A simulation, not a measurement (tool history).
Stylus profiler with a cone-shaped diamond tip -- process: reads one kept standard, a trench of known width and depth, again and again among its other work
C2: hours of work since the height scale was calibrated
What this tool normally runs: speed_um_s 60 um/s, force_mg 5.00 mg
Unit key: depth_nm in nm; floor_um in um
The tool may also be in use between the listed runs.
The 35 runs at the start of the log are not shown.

Run 36, hour 3064.5: usual settings but speed_um_s 120 um/s, force_mg 4.08 mg; scans with this tip 12547; C2 313. Result: depth_nm 508.27 nm, floor_um 12.50 um.
Run 37, hour 3132.5: usual settings but speed_um_s 17 um/s, force_mg 2.21 mg; scans with this tip 13105; C2 355. Result: depth_nm 504.96 nm, floor_um 12.92 um.
At hour 3236.1: new tip fitted, height scale calibrated.
Run 38, hour 3236.1: usual settings but speed_um_s 17 um/s, force_mg 2.21 mg; scans with this tip 0; C2 0. Result: depth_nm 506.77 nm, floor_um 15.59 um.
At hour 3248.7: height scale calibrated on a step standard, once more.
Run 39, hour 3310.1: usual settings but speed_um_s 71 um/s; scans with this tip 603; C2 38. Result: depth_nm 511.06 nm, floor_um 15.25 um.
Run 40, hour 3379.7: usual settings but speed_um_s 23 um/s, force_mg 12.05 mg; scans with this tip 1174; C2 81. Result: depth_nm 520.07 nm, floor_um 15.30 um.
Run 41, hour 3487.7: usual settings but speed_um_s 36 um/s, force_mg 2.25 mg; scans with this tip 2061; C2 147. Result: depth_nm 506.34 nm, floor_um 14.85 um.
Run 42, hour 3591.4: usual settings but speed_um_s 36 um/s, force_mg 2.25 mg; scans with this tip 2912; C2 211. Result: depth_nm 505.88 nm, floor_um 14.73 um.
Run 43, hour 3711.9: usual settings but speed_um_s 36 um/s, force_mg 2.25 mg; scans with this tip 3901; C2 285. Result: depth_nm 505.96 nm, floor_um 14.51 um.
Run 44, hour 3766.0: usual settings but force_mg 8.51 mg; scans with this tip 4345; C2 318. Result: depth_nm 515.60 nm, floor_um 14.46 um.
Run 45, hour 3875.6: usual settings but force_mg 8.51 mg; scans with this tip 5244; C2 386. Result: depth_nm 515.58 nm, floor_um 14.21 um.

Branching from run 45: 3 alternative next runs. What would each branch give?
Run A, hour 3958.7: usual settings but force_mg 12.96 mg; scans with this tip 5926; C2 437. Result: depth_nm ?, floor_um ?.
Run B, hour 3958.7: usual settings but speed_um_s 121 um/s, force_mg 3.26 mg; scans with this tip 5926; C2 437. Result: depth_nm ?, floor_um ?.
Run C, hour 3958.7: usual settings but force_mg 12.90 mg; scans with this tip 5926; C2 437. Result: depth_nm ?, floor_um ?.

run  depth_nm  floor_um
  A    520.54     14.16
  B    507.62     13.65
  C    520.63     14.18
Had the tool no hidden state, the same runs would have come out as:
run  depth_nm  floor_um
  A    521.56     15.48
  B    508.61     14.96
  C    521.65     15.50

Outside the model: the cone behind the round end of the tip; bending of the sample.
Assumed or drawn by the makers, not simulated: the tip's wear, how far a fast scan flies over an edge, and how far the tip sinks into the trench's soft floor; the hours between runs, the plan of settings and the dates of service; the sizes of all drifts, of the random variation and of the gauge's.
